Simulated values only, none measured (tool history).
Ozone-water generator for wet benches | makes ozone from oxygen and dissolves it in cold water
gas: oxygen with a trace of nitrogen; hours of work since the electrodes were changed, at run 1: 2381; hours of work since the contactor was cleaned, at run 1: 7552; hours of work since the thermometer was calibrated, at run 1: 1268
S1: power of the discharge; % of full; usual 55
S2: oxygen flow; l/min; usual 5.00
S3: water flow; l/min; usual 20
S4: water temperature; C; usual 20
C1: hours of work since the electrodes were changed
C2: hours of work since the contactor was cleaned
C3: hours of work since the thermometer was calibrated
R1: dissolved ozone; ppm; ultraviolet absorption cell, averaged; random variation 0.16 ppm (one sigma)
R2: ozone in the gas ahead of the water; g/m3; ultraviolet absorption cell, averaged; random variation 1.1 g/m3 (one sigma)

run 1 hour=0.0 | S1=55 S2=5.00 S3=20 S4=20 | C1=2381 C2=7552 C3=1268 | R1=21.1 R2=185.5
run 2 hour=102.6 | S1=55 S2=3.06 S3=20 S4=20 | C1=2463 C2=7634 C3=1349 | R1=21.0 R2=246.4
run 3 hour=160.0 | S1=55 S2=3.06 S3=25 S4=20 | C1=2509 C2=7679 C3=1395 | R1=16.9 R2=248.4
run 4 hour=209.5 | S1=73 S2=5.00 S3=20 S4=20 | C1=2548 C2=7719 C3=1434 | R1=24.8 R2=217.4
run 5 hour=255.4 | S1=73 S2=5.00 S3=20 S4=20 | C1=2585 C2=7755 C3=1471 | R1=24.8 R2=218.5
run 6 hour=302.9 | S1=73 S2=5.00 S3=20 S4=20 | C1=2623 C2=7793 C3=1509 | R1=24.5 R2=217.1
run 7 hour=359.8 | S1=55 S2=5.00 S3=20 S4=12 | C1=2668 C2=7838 C3=1554 | R1=23.3 R2=185.2
run 8 hour=463.3 | S1=55 S2=5.00 S3=20 S4=12 | C1=2750 C2=7921 C3=1637 | R1=23.6 R2=185.3
run 9 hour=564.5 | S1=55 S2=5.00 S3=20 S4=16 | C1=2831 C2=8001 C3=1717 | R1=22.3 R2=185.3
run 10 hour=650.6 | S1=55 S2=5.00 S3=20 S4=20 | C1=2899 C2=8070 C3=1786 | R1=21.0 R2=184.9
run 11 hour=734.1 | S1=55 S2=5.00 S3=20 S4=20 | C1=2966 C2=8136 C3=1852 | R1=21.3 R2=184.4
run 12 hour=818.5 | S1=55 S2=5.00 S3=20 S4=20 | C1=3033 C2=8204 C3=1919 | R1=21.0 R2=182.7
run 13 hour=870.2 | S1=55 S2=5.00 S3=20 S4=20 | C1=3074 C2=8245 C3=1961 | R1=21.2 R2=184.9
run 14 hour=924.4 | S1=55 S2=5.00 S3=20 S4=20 | C1=3117 C2=8288 C3=2004 | R1=21.1 R2=182.4
run 15 hour=978.5 | S1=55 S2=5.00 S3=20 S4=12 | C1=3161 C2=8331 C3=2047 | R1=23.6 R2=184.5
run 16 hour=1059.7 | S1=55 S2=5.00 S3=22 S4=20 | C1=3225 C2=8396 C3=2111 | R1=19.6 R2=185.0
run 17 hour=1151.7 | S1=55 S2=5.00 S3=22 S4=20 | C1=3298 C2=8469 C3=2185 | R1=19.8 R2=185.6
-- hour=1183.1 contactor cleaned
run 18 hour=1215.7 | S1=55 S2=5.12 S3=31 S4=20 | C1=3346 C2=26 C3=2232 | R1=14.9 R2=182.6
run 19 hour=1305.6 | S1=44 S2=5.12 S3=31 S4=20 | C1=3418 C2=97 C3=2304 | R1=13.0 R2=159.7
run 20 hour=1361.1 | S1=83 S2=3.36 S3=26 S4=13 | C1=3462 C2=142 C3=2348 | R1=22.6 R2=289.7
run 21 hour=1431.2 | S1=83 S2=3.36 S3=15 S4=18 | C1=3518 C2=197 C3=2404 | R1=33.8 R2=290.4
run 22 hour=1525.7 | S1=83 S2=3.36 S3=15 S4=18 | C1=3593 C2=273 C3=2479 | R1=34.4 R2=290.3
run 23 hour=1619.5 | S1=66 S2=5.45 S3=15 S4=15 | C1=3668 C2=347 C3=2554 | R1=30.8 R2=193.3
run 24 hour=1697.8 | S1=66 S2=5.45 S3=15 S4=15 | C1=3730 C2=410 C3=2616 | R1=30.6 R2=194.2
run 25 hour=1785.5 | S1=57 S2=3.12 S3=18 S4=15 | C1=3800 C2=480 C3=2686 | R1=24.4 R2=248.0
run 26 hour=1865.4 | S1=67 S2=8.55 S3=20 S4=20 | C1=3863 C2=543 C3=2750 | R1=21.9 R2=149.2
run 27 hour=1909.4 | S1=71 S2=7.88 S3=27 S4=20 | C1=3898 C2=578 C3=2785 | R1=19.0 R2=160.0
run 28 hour=1978.6 | S1=53 S2=5.12 S3=27 S4=17 | C1=3954 C2=633 C3=2840 | R1=17.0 R2=177.7
run 29 hour=2064.4 | S1=78 S2=4.02 S3=13 S4=12 | C1=4022 C2=702 C3=2908 | R1=39.5 R2=252.4
-- hour=2106.3 water thermometer calibrated
run 30 hour=2164.5 | S1=81 S2=3.57 S3=18 S4=16 | C1=4101 C2=781 C3=46 | R1=29.7 R2=270.9
run 31 hour=2225.3 | S1=59 S2=4.29 S3=12 S4=23 | C1=4150 C2=829 C3=95 | R1=29.3 R2=204.7
-- hour=2285.1 gauge calibrated
run 32 hour=2306.6 | S1=55 S2=2.78 S3=23 S4=16 | C1=4214 C2=894 C3=159 | R1=18.9 R2=261.9
run 33 hour=2400.1 | S1=55 S2=2.78 S3=23 S4=16 | C1=4289 C2=969 C3=234 | R1=19.2 R2=263.5

Hidden state at the last listed run before each entry between runs and at the first one after, where it differs:
Between runs 17 and 18: contactor cleaned (hour 1183.1)
  contactor's efficiency, % of a clean one's: 99.9 -> 100; drift of the gauge itself on gas_g_m3, %: -1.48 -> -1.56
  measured less the result without the state, R2: -2.9 -> -3.0 g/m3
Between runs 29 and 30: water thermometer calibrated (hour 2106.3)
  drift of the gauge itself on gas_g_m3, %: -2.65 -> -2.77
  measured less the result without the state, R2: -7.1 -> -8.1 g/m3
Between runs 31 and 32: gauge calibrated (hour 2285.1)
  drift of the gauge itself on gas_g_m3, %: -2.85 -> -0.03
  measured less the result without the state, R2: -6.2 -> -0.3 g/m3
